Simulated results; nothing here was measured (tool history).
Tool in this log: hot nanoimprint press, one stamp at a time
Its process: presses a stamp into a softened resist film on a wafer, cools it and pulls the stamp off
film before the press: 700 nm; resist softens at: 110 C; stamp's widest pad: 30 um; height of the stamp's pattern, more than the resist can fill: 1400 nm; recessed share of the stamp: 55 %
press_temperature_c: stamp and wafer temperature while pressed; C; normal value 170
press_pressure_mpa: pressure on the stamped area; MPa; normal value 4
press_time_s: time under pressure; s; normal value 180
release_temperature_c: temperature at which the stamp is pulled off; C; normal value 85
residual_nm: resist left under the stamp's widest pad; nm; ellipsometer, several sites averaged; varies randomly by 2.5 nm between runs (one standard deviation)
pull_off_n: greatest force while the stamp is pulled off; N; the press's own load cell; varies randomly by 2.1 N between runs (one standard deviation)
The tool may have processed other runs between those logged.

| run | hour | press_temperature_c | press_pressure_mpa | press_time_s | release_temperature_c | residual_nm | pull_off_n |
|---|---|---|---|---|---|---|---|
| 1 | 0 | 170 | 4 | 180 | 85 | 426.1 | 91 |
| 2 | 19.5 | 170 | 4 | 180 | 85 | 417.6 | 100 |
| 3 | 49.8 | 170 | 4 | 180 | 85 | 420.2 | 98 |
| 4 | 89.2 | 170 | 4 | 180 | 85 | 422.5 | 103 |
| 5 | 110.5 | 170 | 4 | 180 | 85 | 424.4 | 98 |
| 6 | 129.6 | 170 | 4 | 180 | 85 | 422.9 | 102 |
| 7 | 164.3 | 170 | 4 | 180 | 85 | 423.9 | 103 |
| 8 | 183 | 182 | 5.35 | 197 | 81 | 229.2 | 112 |
| 9 | 213.4 | 179 | 5.38 | 180 | 85 | 269.4 | 103 |
| 10 | 248.2 | 179 | 5.38 | 180 | 85 | 268.4 | 107 |
| 11 | 286.2 | 165 | 4 | 128 | 85 | 539.4 | 103 |
| 12 | 311.4 | 171 | 4.33 | 180 | 92 | 402.7 | 94 |
|  | 335.7 | stamp cleaned and given a new release coat |
| 13 | 350.2 | 179 | 2.85 | 242 | 85 | 315.6 | 96 |

Run 14, settings as shown, results not yet in. Your forecast:
| 14 | 370.1 | 179 | 2.85 | 242 | 85 | ? | ? |

residual_nm: 314.4 nm
pull_off_n: 94 N
With no hidden state in the tool, this same run would have given residual_nm 300.1 nm, pull_off_n 92 N.

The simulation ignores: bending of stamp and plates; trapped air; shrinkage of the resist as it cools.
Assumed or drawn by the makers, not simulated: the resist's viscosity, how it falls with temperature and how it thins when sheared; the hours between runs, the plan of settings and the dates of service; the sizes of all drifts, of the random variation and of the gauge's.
